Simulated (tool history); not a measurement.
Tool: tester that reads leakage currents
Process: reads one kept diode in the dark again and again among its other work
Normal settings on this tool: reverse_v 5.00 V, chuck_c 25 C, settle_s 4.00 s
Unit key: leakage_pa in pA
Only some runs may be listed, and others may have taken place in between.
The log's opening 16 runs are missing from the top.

run,hour,reverse_v,chuck_c,settle_s,leakage_pa
17,2775.1,5.00,25,4.00,158.24
18,2909.0,5.00,25,3.97,155.69
# hour 3041.7: chuck's temperature calibrated
19,3113.3,1.05,25,4.00,98.12
20,3259.6,5.00,25,1.09,181.89
21,3434.6,4.27,37,1.96,418.69
# hour 3518.1: probe card cleaned and baked
22,3546.8,11.38,41,1.14,794.94
23,3775.9,4.75,41,1.14,553.13
24,4017.9,4.75,41,1.14,545.21
25,4160.3,2.75,41,1.12,432.57
26,4277.3,6.50,20,4.00,115.91
# hour 4423.6: chuck's temperature calibrated
27,4515.6,16.73,25,5.15,296.53
28,4632.3,3.55,39,9.42,456.16
29,4849.3,3.00,39,8.61,415.13
# hour 4886.0: probe card cleaned and baked
30,5030.6,2.98,22,8.96,103.54
31,5201.8,3.03,25,1.88,130.94
32,5442.5,3.03,25,1.88,127.43
33,5605.2,3.03,25,3.46,125.59
34,5706.2,13.64,37,7.24,573.64
# hour 5795.7: chuck's temperature calibrated
35,5816.1,8.40,22,1.62,180.15

For run 36, what comes out?
36,6057.7,17.27,22,2.12,?

{"run 36": {"leakage_pa": 243.79}}
Minus the tool's unlogged condition, the same run would have read leakage_pa 223.45 pA.
